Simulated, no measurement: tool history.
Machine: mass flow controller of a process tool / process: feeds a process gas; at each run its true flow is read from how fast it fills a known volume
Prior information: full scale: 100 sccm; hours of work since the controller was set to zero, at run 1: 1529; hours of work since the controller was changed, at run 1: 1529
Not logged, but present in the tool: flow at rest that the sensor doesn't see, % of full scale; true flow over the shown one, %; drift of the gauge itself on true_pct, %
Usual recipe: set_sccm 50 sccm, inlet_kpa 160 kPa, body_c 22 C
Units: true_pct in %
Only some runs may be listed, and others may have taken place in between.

run    hour  set_sccm  inlet_kpa  body_c  hours of work since the controller was set to zero  hours of work since the controller was changed  true_pct
  1     0.0        50        160      22                                                1529                                            1529    100.09
  2   111.4        50        160      22                                                1593                                            1593     99.99
  3   220.0        50        160      22                                                1656                                            1656    100.41
  4   305.0        50        160      22                                                1705                                            1705    100.43
  5   365.8        50        160      22                                                1740                                            1740    100.37
  6   435.5        94        160      22                                                1781                                            1781    100.59
  7   482.4        94        160      22                                                1808                                            1808    100.64
  8   536.7        50        160      22                                                1839                                            1839    100.60
  9   607.6        50        160      22                                                1880                                            1880    100.62
 10   710.1        27        160      22                                                1939                                            1939    100.58
 11   780.4        27        160      22                                                1980                                            1980    100.68
 12   836.6        27        160      22                                                2012                                            2012    100.60
 13   884.0        50        273      21                                                2040                                            2040    100.84
 14   959.1        20        149      22                                                2083                                            2083    100.81
 15  1057.6        54        168      22                                                2140                                            2140    101.10
 16  1169.6        54        168      22                                                2205                                            2205    101.17
 17  1240.1        50        158      20                                                2245                                            2245    101.50
 18  1314.4        22        152      30                                                2288                                            2288    100.48
 19  1395.6        22        152      30                                                2335                                            2335    100.56
 20  1487.8        22        152      30                                                2388                                            2388    100.81
 21  1587.9        22        152      30                                                2446                                            2446    100.89
 22  1660.0        22        152      30                                                2488                                            2488    100.88
 23  1758.9        69        160      25                                                2545                                            2545    101.62

Forecast each of these 3 alternatives for the next run:
  A  1823.7        65        235      37                                                2582                                            2582         ?
  B  1823.7        50        160      28                                                2582                                            2582         ?
  C  1823.7        30        267      22                                                2582                                            2582         ?

run  true_pct
  A    100.53
  B    101.32
  C    101.45
Take away the tool's hidden state, keep each run's random variation, and the runs would have read:
run  true_pct
  A     98.69
  B     99.46
  C     99.60
